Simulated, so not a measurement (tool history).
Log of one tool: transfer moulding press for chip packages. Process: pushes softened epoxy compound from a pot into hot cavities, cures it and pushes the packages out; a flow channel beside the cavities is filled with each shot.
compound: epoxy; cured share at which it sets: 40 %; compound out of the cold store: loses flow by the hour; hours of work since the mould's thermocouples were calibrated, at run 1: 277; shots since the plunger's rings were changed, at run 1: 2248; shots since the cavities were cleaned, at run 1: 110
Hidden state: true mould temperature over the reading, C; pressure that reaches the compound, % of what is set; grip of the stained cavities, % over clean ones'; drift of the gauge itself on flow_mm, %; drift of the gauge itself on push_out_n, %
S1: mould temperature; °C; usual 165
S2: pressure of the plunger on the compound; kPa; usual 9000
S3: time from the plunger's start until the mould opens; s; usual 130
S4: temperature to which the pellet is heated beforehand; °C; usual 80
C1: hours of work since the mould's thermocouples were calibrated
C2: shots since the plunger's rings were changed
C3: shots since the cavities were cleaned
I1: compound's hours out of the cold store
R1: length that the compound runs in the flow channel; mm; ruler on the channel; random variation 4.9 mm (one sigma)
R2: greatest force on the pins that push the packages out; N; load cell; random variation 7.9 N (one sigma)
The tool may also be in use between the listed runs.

Run 1, hour 0: usual settings; C1 277; C2 2248; C3 110; I1 18.9. Result: R1 688 mm, R2 397 N.
Run 2, hour 11.9: usual settings; C1 283; C2 2344; C3 206; I1 35.8. Result: R1 625 mm, R2 435 N.
Run 3, hour 27.7: usual settings; C1 292; C2 2472; C3 334; I1 42.2. Result: R1 610 mm, R2 478 N.
Run 4, hour 36.6: usual settings; C1 297; C2 2543; C3 405; I1 36.9. Result: R1 629 mm, R2 495 N.
Run 5, hour 53.5: usual settings; C1 306; C2 2680; C3 542; I1 34.9. Result: R1 639 mm, R2 517 N.
Run 6, hour 66.2: usual settings but S4 79 °C; C1 313; C2 2783; C3 645; I1 8.1. Result: R1 739 mm, R2 550 N.
Run 7, hour 79.7: usual settings but S4 79 °C; C1 320; C2 2892; C3 754; I1 13.2. Result: R1 716 mm, R2 563 N.
Run 8, hour 90.2: usual settings but S4 79 °C; C1 326; C2 2976; C3 838; I1 47.1. Result: R1 592 mm, R2 556 N.
At hour 93.4: mould's thermocouples calibrated.
Run 9, hour 100.2: usual settings; C1 4; C2 3041; C3 903; I1 11.8. Result: R1 716 mm, R2 606 N.
At hour 105.8: cavities cleaned with cleaning compound and waxed.
Run 10, hour 109.8: usual settings; C1 8; C2 3106; C3 32; I1 24.6. Result: R1 669 mm, R2 354 N.
Run 11, hour 117.9: usual settings; C1 13; C2 3172; C3 98; I1 13.1. Result: R1 714 mm, R2 388 N.
Run 12, hour 127.3: usual settings; C1 18; C2 3248; C3 174; I1 41.5. Result: R1 602 mm, R2 415 N.
Run 13, hour 139.8: usual settings; C1 25; C2 3349; C3 275; I1 41. Result: R1 612 mm, R2 435 N.
Run 14, hour 155.3: usual settings; C1 33; C2 3475; C3 401; I1 37.8. Result: R1 621 mm, R2 479 N.
Run 15, hour 172.1: usual settings but S3 144 s; C1 42; C2 3611; C3 537; I1 33.1. Result: R1 628 mm, R2 487 N.
Run 16, hour 182.2: usual settings but S4 77 °C; C1 48; C2 3692; C3 618; I1 23.1. Result: R1 668 mm, R2 539 N.
At hour 184.9: mould's thermocouples calibrated, once more.
Run 17, hour 200.2: usual settings but S4 77 °C; C1 8; C2 3822; C3 748; I1 20.5. Result: R1 675 mm, R2 553 N.
Run 18, hour 208.5: usual settings but S1 161 °C, S4 77 °C; C1 13; C2 3889; C3 815; I1 36.4. Result: R1 624 mm, R2 631 N.
Run 19, hour 220.7: usual settings but S1 159 °C, S3 161 s; C1 20; C2 3987; C3 913; I1 40.6. Result: R1 619 mm, R2 582 N.
At hour 224.7: cavities cleaned with cleaning compound and waxed.
Run 20, hour 235.8: usual settings but S1 159 °C, S3 161 s; C1 27; C2 4097; C3 90; I1 31.7. Result: R1 650 mm, R2 375 N.
Run 21, hour 253.5: usual settings but S1 164 °C, S2 8460 kPa; C1 37; C2 4240; C3 233; I1 32.2. Result: R1 616 mm, R2 433 N.
Run 22, hour 268.1: usual settings but S1 157 °C, S2 9620 kPa, S3 146 s, S4 86 °C; C1 45; C2 4358; C3 351; I1 30.9. Result: R1 672 mm, R2 558 N.
Run 23, hour 282.7: usual settings but S1 157 °C, S2 9620 kPa, S3 150 s, S4 72 °C; C1 53; C2 4476; C3 469; I1 13. Result: R1 752 mm, R2 590 N.
Run 24, hour 300.3: usual settings but S2 8830 kPa, S3 134 s, S4 77 °C; C1 62; C2 4618; C3 611; I1 16.6. Result: R1 679 mm, R2 498 N.
Run 25, hour 312.3: usual settings but S2 8830 kPa, S3 134 s, S4 77 °C; C1 69; C2 4715; C3 708; I1 38.9. Result: R1 594 mm, R2 522 N.
Run 26, hour 326.6: usual settings but S1 166 °C, S2 6940 kPa, S3 127 s, S4 79 °C; C1 77; C2 4831; C3 824; I1 47. Result: R1 496 mm, R2 548 N.
Run 27, hour 334.4: usual settings but S1 167 °C, S2 10350 kPa; C1 81; C2 4894; C3 887; I1 47.1. Result: R1 612 mm, R2 552 N.
At hour 340.6: plunger's sealing rings changed.
At hour 343.8: cavities cleaned with cleaning compound and waxed.
Run 28, hour 350.6: usual settings but S1 167 °C, S2 10350 kPa; C1 88; C2 68; C3 55; I1 15.9. Result: R1 766 mm, R2 351 N.

5 ways to go on from here, each from the tool as it stands after run 28. What would each give?
Run A, hour 364.4: usual settings but S1 172 °C, S2 11000 kPa, S3 148 s; C1 95; C2 180; C3 167; I1 9. Result: R1 ?, R2 ?.
Run B, hour 364.4: usual settings but S1 158 °C, S2 7960 kPa, S4 83 °C; C1 95; C2 180; C3 167; I1 14.2. Result: R1 ?, R2 ?.
Run C, hour 364.4: usual settings but S3 125 s, S4 77 °C; C1 95; C2 180; C3 167; I1 35.5. Result: R1 ?, R2 ?.
Run D, hour 364.4: usual settings but S1 170 °C, S2 9970 kPa; C1 95; C2 180; C3 167; I1 22.3. Result: R1 ?, R2 ?.
Run E, hour 364.4: usual settings but S1 157 °C, S3 126 s, S4 71 °C; C1 95; C2 180; C3 167; I1 31.9. Result: R1 ?, R2 ?.

run   R1   R2
  A  811  363
  B  714  605
  C  648  435
  D  724  380
  E  692  655
Without the tool's hidden state the same runs would have given:
run   R1   R2
  A  814  294
  B  716  486
  C  650  354
  D  726  309
  E  694  529

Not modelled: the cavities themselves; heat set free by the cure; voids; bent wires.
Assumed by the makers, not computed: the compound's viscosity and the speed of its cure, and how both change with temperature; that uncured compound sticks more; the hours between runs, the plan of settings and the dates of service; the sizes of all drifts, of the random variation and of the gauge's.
